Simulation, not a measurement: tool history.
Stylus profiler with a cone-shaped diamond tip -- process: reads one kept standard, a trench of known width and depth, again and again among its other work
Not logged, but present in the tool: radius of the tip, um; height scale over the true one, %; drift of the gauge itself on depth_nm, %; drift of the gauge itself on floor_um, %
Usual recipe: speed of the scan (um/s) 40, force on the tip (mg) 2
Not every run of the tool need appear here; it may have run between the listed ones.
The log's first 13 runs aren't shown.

run   hour  speed of the scan (um/s)  force on the tip (mg)  scans with this tip  hours of work since the height scale was calibrated  depth of the trench (Å)  width of the trench's floor (um)
 14  209.2                        23                      2                 1056                                                  210                    10090                             45.72
 15  223.4                        23                      2                 1096                                                  218                  10088.4                             45.77
 16  239.1                        23                      2                 1140                                                  226                    10091                             45.71
 17  253.1                        40                      2                 1179                                                  234                    10088                              45.7
 18  269.5                        40                      2                 1225                                                  243                  10089.4                             45.66
 19  277.8                       102                      2                 1249                                                  248                  10089.2                              45.5
 20  297.3                        85                      2                 1304                                                  259                  10090.1                             45.49
 21  308.4                        30                      2                 1335                                                  265                  10089.4                             45.73
 22  326.1                        40                      2                 1385                                                  275                  10090.3                             45.66
 23  341.4                        40                      2                 1428                                                  284                    10089                             45.65
 24  352.2                        39                   1.71                 1458                                                  290                  10082.9                             45.64
 25  366.5                        39                   1.71                 1498                                                  298                  10083.8                             45.62
 26  384.8                        39                   1.71                 1550                                                  308                  10083.6                             45.58
 27  399.6                        42                   0.94                 1592                                                  316                  10055.6                             45.56

Run 28 has not been measured yet. What should we expect?
 28  416.5                        12                   2.06                 1639                                                  325                        ?                                 ?

depth of the trench (Å): 10094.5
width of the trench's floor (um): 45.66
Were there no unlogged condition in the tool, this run, its random variation unchanged, would have produced depth of the trench (Å) 10090.1, width of the trench's floor (um) 45.93.

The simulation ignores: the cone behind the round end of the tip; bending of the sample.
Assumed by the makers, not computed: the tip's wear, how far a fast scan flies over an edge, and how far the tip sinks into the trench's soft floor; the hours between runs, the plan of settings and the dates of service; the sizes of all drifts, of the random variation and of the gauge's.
